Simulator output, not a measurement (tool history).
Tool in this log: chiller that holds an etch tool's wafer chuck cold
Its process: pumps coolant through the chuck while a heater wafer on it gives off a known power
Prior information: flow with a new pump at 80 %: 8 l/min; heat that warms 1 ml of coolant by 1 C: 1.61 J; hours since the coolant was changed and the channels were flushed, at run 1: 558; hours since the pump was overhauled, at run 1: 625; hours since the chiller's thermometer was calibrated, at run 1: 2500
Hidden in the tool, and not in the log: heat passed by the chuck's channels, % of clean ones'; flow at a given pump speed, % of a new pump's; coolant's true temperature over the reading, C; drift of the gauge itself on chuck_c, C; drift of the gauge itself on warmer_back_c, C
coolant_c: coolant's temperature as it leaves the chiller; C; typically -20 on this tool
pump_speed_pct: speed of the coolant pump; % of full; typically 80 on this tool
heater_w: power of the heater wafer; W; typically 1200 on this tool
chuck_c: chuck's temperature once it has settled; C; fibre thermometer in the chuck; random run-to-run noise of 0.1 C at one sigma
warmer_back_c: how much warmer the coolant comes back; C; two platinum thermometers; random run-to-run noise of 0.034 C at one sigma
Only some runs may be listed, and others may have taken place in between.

run	day	coolant_c	pump_speed_pct	heater_w	hours since the coolant was changed and the channels were flushed	hours since the pump was overhauled	hours since the chiller's thermometer was calibrated	chuck_c	warmer_back_c
1	0.000	-20	80	1200	558	625	2500	-8.0	5.73
2	1.067	-20	80	1200	583	650	2525	-7.9	5.70
3	2.067	-14	80	1200	607	674	2549	-2.0	5.74
4	2.896	-14	80	1200	627	694	2569	-2.1	5.69
5	3.971	-14	80	1200	653	720	2595	-1.9	5.73
6	4.862	-14	80	1200	674	741	2616	-1.9	5.69
7	6.017	-14	80	1200	702	769	2644	-2.1	5.72
8	6.875	-20	80	1200	723	790	2665	-7.8	5.68
9	7.775	-11	73	969	744	811	2686	-0.6	5.06
10	8.883	-20	69	1200	771	838	2713	-6.2	6.66
11	9.750	-20	69	1200	792	859	2734	-6.4	6.70

What does the tool deliver on the next run?
12	10.579	-20	69	1200	812	879	2754	?	?

For run 12 the tool returned chuck_c -6.4 C, warmer_back_c 6.68 C.
Were there no unlogged condition in the tool, this run, its random variation unchanged, would have produced chuck_c -6.6 C, warmer_back_c 6.51 C.
